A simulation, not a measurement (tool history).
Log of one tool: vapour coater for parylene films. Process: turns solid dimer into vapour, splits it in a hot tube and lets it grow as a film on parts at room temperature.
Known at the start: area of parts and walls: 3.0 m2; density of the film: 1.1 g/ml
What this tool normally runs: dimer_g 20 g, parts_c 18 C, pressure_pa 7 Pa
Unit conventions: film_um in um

run   hour  dimer_g  parts_c  pressure_pa  film_um
  1    0.0       20       18            7     4.09
  2   13.9       20       18            7     4.07
  3   41.2       20       18            7     4.00
  4   56.7       20       18            7     3.99
  5   82.6       20       18            7     4.03
  6  101.1       20       18            7     3.93

What will run 7 give?
  7  128.8       20       18            7        ?

{"run 7": {"film_um": 3.98}}
The same run, on a tool lacking any hidden state, would have yielded film_um 4.51 um.

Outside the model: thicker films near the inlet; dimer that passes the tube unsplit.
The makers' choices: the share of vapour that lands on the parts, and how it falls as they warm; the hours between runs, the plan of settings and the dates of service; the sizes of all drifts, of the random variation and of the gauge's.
